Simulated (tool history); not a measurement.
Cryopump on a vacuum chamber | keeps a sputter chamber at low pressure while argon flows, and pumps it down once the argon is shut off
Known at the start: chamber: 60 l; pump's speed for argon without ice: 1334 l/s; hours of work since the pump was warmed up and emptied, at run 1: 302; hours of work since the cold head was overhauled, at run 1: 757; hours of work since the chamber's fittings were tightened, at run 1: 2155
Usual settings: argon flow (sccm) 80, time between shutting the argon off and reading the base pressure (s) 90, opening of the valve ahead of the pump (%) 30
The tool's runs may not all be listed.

| run | hour | argon flow (sccm) | time between shutting the argon off and reading the base pressure (s) | opening of the valve ahead of the pump (%) | hours of work since the pump was warmed up and emptied | hours of work since the cold head was overhauled | hours of work since the chamber's fittings were tightened | pressure while argon flows (Pa) | pressure after the wait (uPa) |
|---|---|---|---|---|---|---|---|---|---|
| 1 | 0 | 80 | 90 | 30 | 302 | 757 | 2155 | 0.3514 | 1.5 |
| 2 | 15.5 | 80 | 90 | 30 | 316 | 770 | 2168 | 0.3538 | 1.55 |
| 3 | 35.3 | 146 | 90 | 30 | 333 | 788 | 2186 | 0.6477 | 1.56 |
| 4 | 48.2 | 146 | 90 | 30 | 345 | 799 | 2197 | 0.6508 | 1.5 |
| 5 | 71 | 146 | 90 | 30 | 365 | 819 | 2217 | 0.6521 | 1.55 |
| 6 | 92.4 | 146 | 90 | 30 | 384 | 838 | 2236 | 0.6535 | 1.57 |
| 7 | 115.9 | 146 | 90 | 30 | 404 | 859 | 2257 | 0.654 | 1.6 |
| 8 | 130 | 146 | 90 | 30 | 417 | 871 | 2269 | 0.657 | 1.62 |
|  | 138.8 | pump warmed up, emptied and cooled again |
| 9 | 151.2 | 80 | 90 | 30 | 11 | 885 | 2283 | 0.3416 | 1.44 |
| 10 | 163.9 | 80 | 90 | 30 | 22 | 897 | 2295 | 0.3412 | 1.46 |
| 11 | 179.9 | 49 | 66 | 21 | 36 | 911 | 2309 | 0.2974 | 1.59 |
| 12 | 206.5 | 129 | 89 | 30 | 60 | 934 | 2332 | 0.5523 | 1.52 |
| 13 | 232.6 | 57 | 140 | 15 | 82 | 957 | 2355 | 0.486 | 1.38 |
| 14 | 260.2 | 74 | 25 | 16 | 107 | 981 | 2379 | 0.5921 | 2.72 |
| 15 | 277.8 | 62 | 90 | 25 | 122 | 997 | 2395 | 0.3206 | 1.51 |
| 16 | 298.1 | 50 | 90 | 25 | 140 | 1015 | 2413 | 0.2591 | 1.56 |
| 17 | 321.8 | 40 | 244 | 23 | 161 | 1035 | 2433 | 0.2231 | 1.27 |
| 18 | 336.5 | 40 | 244 | 23 | 174 | 1048 | 2446 | 0.2248 | 1.23 |

How the hidden state differs across the entries between the runs, from the last listed run before each to the first after it:
Between runs 8 and 9: pump warmed up, emptied and cooled again (hour 138.8)
  pump's speed, % of a pump's without ice: 83.3 -> 99.4; cold plate's temperature, K: 12.58 -> 12.59; leak into the chamber, uPa l/s: 1289 -> 1295
  measured less the result without the state, pressure while argon flows (Pa): +0.0397 -> +0.0018; pressure after the wait (uPa): +0.95 -> +0.77

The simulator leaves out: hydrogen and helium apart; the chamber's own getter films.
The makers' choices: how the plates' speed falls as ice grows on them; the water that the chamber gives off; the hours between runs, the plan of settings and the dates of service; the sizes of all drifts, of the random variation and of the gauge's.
